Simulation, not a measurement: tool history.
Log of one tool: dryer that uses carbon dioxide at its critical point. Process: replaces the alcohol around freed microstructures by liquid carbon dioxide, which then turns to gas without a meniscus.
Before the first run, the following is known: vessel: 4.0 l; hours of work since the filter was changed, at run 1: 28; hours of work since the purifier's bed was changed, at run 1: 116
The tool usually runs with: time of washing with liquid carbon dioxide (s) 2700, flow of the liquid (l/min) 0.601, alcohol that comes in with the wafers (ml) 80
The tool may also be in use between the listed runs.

run,hour,time of washing with liquid carbon dioxide (s),flow of the liquid (l/min),alcohol that comes in with the wafers (ml),hours of work since the filter was changed,hours of work since the purifier's bed was changed,alcohol left in the vessel before it's heated (ppm by volume)
1,0,2700,0.601,80,28,116,175
2,13.6,2700,0.601,80,33,122,188
3,23.1,2700,0.601,80,37,125,182
4,36.9,2700,0.601,80,42,131,196
5,49.7,2700,0.601,80,48,136,200
6,63.6,2700,0.601,80,53,141,205
7,75.8,2700,0.601,29,58,146,104
8,87.2,3000,0.601,80,62,151,134
9,96.4,3540,0.601,80,66,154,84
10,107.4,2700,0.972,71,70,159,59
11,113.6,2700,0.972,71,73,161,72
12,124.4,2700,0.917,54,77,165,61
13,134.2,2700,0.549,54,81,169,235
14,146.8,2700,0.599,54,86,174,191
15,159,2820,0.916,54,91,179,75
16,168.1,3120,0.819,44,94,183,71
17,174.8,2040,0.44,44,97,185,917

Forecast each of these 3 alternatives for the next run:
A,183.1,3240,0.419,75,100,189,?
B,183.1,2760,0.798,88,100,189,?
C,183.1,2160,0.471,60,100,189,?

run,alcohol left in the vessel before it's heated (ppm by volume)
A,454
B,95
C,890
Had the tool no hidden state, the same runs would have come out as:
run,alcohol left in the vessel before it's heated (ppm by volume)
A,267
B,17
C,618
